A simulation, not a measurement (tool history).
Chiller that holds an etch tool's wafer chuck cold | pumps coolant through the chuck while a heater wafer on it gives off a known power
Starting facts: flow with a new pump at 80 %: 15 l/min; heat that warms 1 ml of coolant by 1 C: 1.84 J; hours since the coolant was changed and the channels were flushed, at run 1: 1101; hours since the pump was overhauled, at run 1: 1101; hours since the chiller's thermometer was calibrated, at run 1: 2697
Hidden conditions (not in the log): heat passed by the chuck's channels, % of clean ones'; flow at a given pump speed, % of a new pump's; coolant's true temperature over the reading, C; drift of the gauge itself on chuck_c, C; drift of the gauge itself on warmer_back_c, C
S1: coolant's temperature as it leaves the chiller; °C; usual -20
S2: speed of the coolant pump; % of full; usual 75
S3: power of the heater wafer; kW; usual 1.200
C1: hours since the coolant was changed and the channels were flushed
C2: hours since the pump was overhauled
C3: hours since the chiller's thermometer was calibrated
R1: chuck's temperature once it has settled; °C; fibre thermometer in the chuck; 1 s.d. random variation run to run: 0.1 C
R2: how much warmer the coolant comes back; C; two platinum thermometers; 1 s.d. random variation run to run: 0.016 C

Run 1, day 0.000: usual settings; C1 1101; C2 1101; C3 2697. Result: R1 -5.9 °C, R2 2.77 C.
Run 2, day 2.096: usual settings but S3 0.954 kW; C1 1151; C2 1151; C3 2748. Result: R1 -8.8 °C, R2 2.23 C.
Run 3, day 4.846: usual settings but S1 -15 °C, S3 0.954 kW; C1 1217; C2 1217; C3 2814. Result: R1 -3.6 °C, R2 2.22 C.
Run 4, day 8.412: usual settings but S2 86 % of full; C1 1303; C2 1303; C3 2899. Result: R1 -7.6 °C, R2 2.39 C.
Run 5, day 10.788: usual settings but S2 86 % of full; C1 1360; C2 1360; C3 2956. Result: R1 -7.6 °C, R2 2.41 C.
Run 6, day 12.762: usual settings but S2 86 % of full; C1 1407; C2 1407; C3 3004. Result: R1 -7.7 °C, R2 2.40 C.
Run 7, day 15.883: usual settings but S3 1.028 kW; C1 1482; C2 1482; C3 3079. Result: R1 -7.8 °C, R2 2.38 C.
Run 8, day 18.733: usual settings but S3 1.028 kW; C1 1551; C2 1551; C3 3147. Result: R1 -7.8 °C, R2 2.39 C.
Run 9, day 22.108: usual settings but S3 1.386 kW; C1 1632; C2 1632; C3 3228. Result: R1 -3.6 °C, R2 3.23 C.
Run 10, day 23.912: usual settings but S3 1.386 kW; C1 1675; C2 1675; C3 3271. Result: R1 -3.8 °C, R2 3.21 C.
Run 11, day 27.908: usual settings but S3 1.386 kW; C1 1771; C2 1771; C3 3367. Result: R1 -3.7 °C, R2 3.21 C.
Run 12, day 29.796: usual settings but S3 1.386 kW; C1 1816; C2 1816; C3 3413. Result: R1 -3.7 °C, R2 3.21 C.
Run 13, day 31.912: usual settings but S3 1.386 kW; C1 1867; C2 1867; C3 3463. Result: R1 -3.7 °C, R2 3.21 C.
Run 14, day 34.158: usual settings but S3 1.386 kW; C1 1921; C2 1921; C3 3517. Result: R1 -3.6 °C, R2 3.20 C.
Run 15, day 38.171: usual settings but S3 1.386 kW; C1 2017; C2 2017; C3 3614. Result: R1 -3.6 °C, R2 3.21 C.
Run 16, day 41.467: usual settings but S3 1.386 kW; C1 2096; C2 2096; C3 3693. Result: R1 -3.7 °C, R2 3.22 C.
Run 17, day 44.250: usual settings but S3 1.386 kW; C1 2163; C2 2163; C3 3759. Result: R1 -3.6 °C, R2 3.21 C.
Run 18, day 47.083: usual settings but S1 -10 °C, S2 66 % of full, S3 0.663 kW; C1 2231; C2 2231; C3 3827. Result: R1 -1.2 °C, R2 1.76 C.
Run 19, day 49.512: usual settings but S1 -12 °C, S2 61 % of full, S3 1.237 kW; C1 2289; C2 2289; C3 3886. Result: R1 5.6 °C, R2 3.54 C.
At day 49.900: chiller's thermometer calibrated.
Run 20, day 52.996: usual settings but S3 0.756 kW; C1 2372; C2 2372; C3 74. Result: R1 -11.1 °C, R2 1.75 C.
Run 21, day 56.925: usual settings but S1 -17 °C, S2 94 % of full, S3 1.005 kW; C1 2466; C2 2466; C3 169. Result: R1 -7.5 °C, R2 1.84 C.
Run 22, day 60.912: usual settings but S1 -17 °C, S2 94 % of full, S3 1.005 kW; C1 2562; C2 2562; C3 264. Result: R1 -7.4 °C, R2 1.87 C.
Run 23, day 64.546: usual settings but S1 -17 °C, S2 94 % of full, S3 1.005 kW; C1 2649; C2 2649; C3 351. Result: R1 -7.5 °C, R2 1.83 C.

What does the tool deliver on the next run?
Run 24, day 67.042: usual settings but S1 -13 °C, S2 87 % of full, S3 1.298 kW; C1 2709; C2 2709; C3 411. Result: R1 ?, R2 ?.

R1: 0.4 °C
R2: 2.56 C
Had the tool carried no hidden state, the very same run would have given R1 0.4 °C, R2 2.55 C.

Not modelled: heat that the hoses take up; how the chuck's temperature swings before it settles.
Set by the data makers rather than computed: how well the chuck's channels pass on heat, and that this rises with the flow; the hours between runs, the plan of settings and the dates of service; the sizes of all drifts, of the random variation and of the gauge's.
